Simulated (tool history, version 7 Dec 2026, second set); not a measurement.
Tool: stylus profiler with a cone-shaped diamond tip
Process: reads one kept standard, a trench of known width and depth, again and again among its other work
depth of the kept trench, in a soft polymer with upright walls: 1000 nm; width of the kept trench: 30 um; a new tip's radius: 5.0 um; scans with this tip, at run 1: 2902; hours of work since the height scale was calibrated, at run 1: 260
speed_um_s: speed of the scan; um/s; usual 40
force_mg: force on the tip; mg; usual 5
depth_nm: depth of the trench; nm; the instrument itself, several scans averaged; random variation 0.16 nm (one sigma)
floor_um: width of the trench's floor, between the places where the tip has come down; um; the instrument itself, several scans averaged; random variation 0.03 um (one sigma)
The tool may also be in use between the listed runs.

run	hour	speed_um_s	force_mg	scans with this tip	hours of work since the height scale was calibrated	depth_nm	floor_um
1	0	40	5	2902	260	1011.48	23.29
2	16.7	11	5	3034	272	1011.63	23.29
3	50.8	11	5	3304	296	1011.52	23.21
4	75.1	40	5	3496	313	1011.84	23.12
5	110.9	40	5	3780	339	1011.79	23.04
6	127.4	40	5	3910	350	1011.81	22.99
7	156.6	40	5	4141	371	1011.91	22.89
8	186.4	40	5	4377	392	1012.07	22.89
9	208.7	35	5	4554	408	1011.78	22.86
10	227.5	35	5	4703	422	1012.02	22.79
11	243.1	40	5	4826	433	1011.91	22.78
12	265.1	40	5	5001	448	1012.04	22.71
13	289.3	40	5	5192	465	1012.18	22.68
14	319	40	5	5427	486	1012.3	22.58
15	345.7	40	5	5638	505	1012.15	22.55
16	376.6	40	10.27	5883	527	1018.9	22.54
17	398.6	143	5	6057	543	1011.84	22.37
18	432.8	143	5	6328	567	1012.32	22.24
19	465.8	40	5.41	6589	591	1012.92	22.32
20	498.9	40	2.78	6851	614	1008.87	22.26
21	532.4	32	5	7116	638	1012.57	22.25
22	564.4	40	4.13	7369	660	1011.21	22.18
23	580.8	40	5	7499	672	1012.37	22.18
24	600	40	5	7651	686	1012.39	22.08
25	625	40	5	7848	703	1012.51	22.07
26	648.5	40	5	8035	720	1012.68	22
27	674	40	5	8237	738	1012.7	22.02
28	694	40	5	8395	752	1012.77	21.95
# hour 696.9: height scale calibrated on a step standard
29	723.5	23	5	8624	19	1014.2	21.9
30	744	13	2.36	8787	33	1009.6	21.94
31	772.4	40	1.7	9012	54	1008.86	21.73
32	791.9	41	5.32	9165	67	1014.5	21.85
33	812.1	82	6.62	9326	82	1016.29	21.71
34	831.3	82	6.62	9478	95	1016.47	21.67
35	860.3	18	8.38	9707	116	1018.81	21.74
# hour 884.9: height scale calibrated on a step standard, once more
36	894.3	70	3.46	9972	7	1008.39	21.48
37	909	96	1.93	10089	17	1005.68	21.41
38	939.1	96	1.93	10327	38	1005.7	21.36
39	956.3	96	1.93	10463	51	1005.48	21.35
40	975.4	96	1.93	10614	64	1005.76	21.31
41	991.9	40	1.8	10744	76	1005.97	21.41
42	1010.3	59	5.47	10891	89	1011.6	21.4
43	1039	59	5.47	11118	109	1011.32	21.29
44	1067.6	10	5	11343	130	1010.95	21.35
45	1102.9	10	5	11623	155	1011.06	21.27

Forecast each of these 5 alternatives for the next run:
A	1124.2	22	7.38	11792	170	?	?
B	1124.2	10	13.94	11792	170	?	?
C	1124.2	100	5	11792	170	?	?
D	1124.2	13	9.38	11792	170	?	?
E	1124.2	45	2.75	11792	170	?	?

run	depth_nm	floor_um
A	1014.07	21.23
B	1021.51	21.28
C	1010.96	21.17
D	1016.31	21.29
E	1007.56	21.18
Without the tool's hidden state the same runs would have given:
run	depth_nm	floor_um
A	1013.75	23.95
B	1021.19	24
C	1010.64	23.89
D	1016	24.02
E	1007.25	23.9

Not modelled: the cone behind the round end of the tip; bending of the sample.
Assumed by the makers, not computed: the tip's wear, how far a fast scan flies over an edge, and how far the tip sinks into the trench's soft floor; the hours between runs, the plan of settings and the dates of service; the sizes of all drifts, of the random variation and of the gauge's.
